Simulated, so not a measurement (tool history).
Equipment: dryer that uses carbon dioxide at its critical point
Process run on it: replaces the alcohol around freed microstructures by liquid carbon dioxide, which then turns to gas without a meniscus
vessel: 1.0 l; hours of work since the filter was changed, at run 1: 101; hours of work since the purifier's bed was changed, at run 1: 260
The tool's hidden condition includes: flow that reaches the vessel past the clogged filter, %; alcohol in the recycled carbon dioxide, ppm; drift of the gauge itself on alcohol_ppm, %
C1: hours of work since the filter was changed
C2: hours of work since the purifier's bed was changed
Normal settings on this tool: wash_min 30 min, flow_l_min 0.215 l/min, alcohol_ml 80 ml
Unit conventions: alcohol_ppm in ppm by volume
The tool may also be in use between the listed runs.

Run 1, hour 0: usual settings; C1 101; C2 260. Result: alcohol_ppm 1121 ppm by volume.
Run 2, hour 13.4: usual settings; C1 110; C2 269. Result: alcohol_ppm 1143 ppm by volume.
Run 3, hour 34: usual settings; C1 124; C2 283. Result: alcohol_ppm 1160 ppm by volume.
Run 4, hour 50.3: usual settings; C1 134; C2 294. Result: alcohol_ppm 1162 ppm by volume.
Run 5, hour 62.8: usual settings; C1 143; C2 302. Result: alcohol_ppm 1188 ppm by volume.
Run 6, hour 80.5: usual settings; C1 155; C2 314. Result: alcohol_ppm 1267 ppm by volume.
Run 7, hour 100.8: usual settings; C1 168; C2 327. Result: alcohol_ppm 1307 ppm by volume.
Run 8, hour 119.9: usual settings but wash_min 40 min, flow_l_min 0.314 l/min, alcohol_ml 24 ml; C1 181; C2 340. Result: alcohol_ppm 28 ppm by volume.
Run 9, hour 129.6: usual settings but wash_min 28 min, flow_l_min 0.314 l/min, alcohol_ml 24 ml; C1 187; C2 347. Result: alcohol_ppm 87 ppm by volume.
Run 10, hour 139: usual settings but wash_min 41 min, flow_l_min 0.2 l/min, alcohol_ml 38 ml; C1 194; C2 353. Result: alcohol_ppm 247 ppm by volume.
Run 11, hour 152.8: usual settings but wash_min 36 min, flow_l_min 0.152 l/min, alcohol_ml 35 ml; C1 203; C2 362. Result: alcohol_ppm 1281 ppm by volume.
Run 12, hour 163.9: usual settings but wash_min 20 min, flow_l_min 0.261 l/min, alcohol_ml 57 ml; C1 210; C2 369. Result: alcohol_ppm 2116 ppm by volume.
Run 13, hour 183.1: usual settings but wash_min 29 min, alcohol_ml 47 ml; C1 223; C2 382. Result: alcohol_ppm 1032 ppm by volume.
Run 14, hour 194.8: usual settings but wash_min 21 min, flow_l_min 0.173 l/min, alcohol_ml 22 ml; C1 231; C2 390. Result: alcohol_ppm 2526 ppm by volume.

Consider 5 possible next runs. They are alternatives, not a sequence: every one starts from the tool as it was left by run 14. What does each give?
Run A, hour 211.5: usual settings but flow_l_min 0.297 l/min; C1 242; C2 401. Result: alcohol_ppm ?.
Run B, hour 211.5: usual settings but wash_min 21 min, flow_l_min 0.14 l/min, alcohol_ml 22 ml; C1 242; C2 401. Result: alcohol_ppm ?.
Run C, hour 211.5: usual settings but alcohol_ml 20 ml; C1 242; C2 401. Result: alcohol_ppm ?.
Run D, hour 211.5: usual settings but wash_min 44 min; C1 242; C2 401. Result: alcohol_ppm ?.
Run E, hour 211.5: usual settings but wash_min 36 min, flow_l_min 0.138 l/min, alcohol_ml 22 ml; C1 242; C2 401. Result: alcohol_ppm ?.

run  alcohol_ppm
  A          335
  B         3977
  C          413
  D          268
  E         1199
With the hidden condition removed and each run's random variation left untouched, the same runs would have given:
run  alcohol_ppm
  A          130
  B         2990
  C          212
  D           99
  E          734
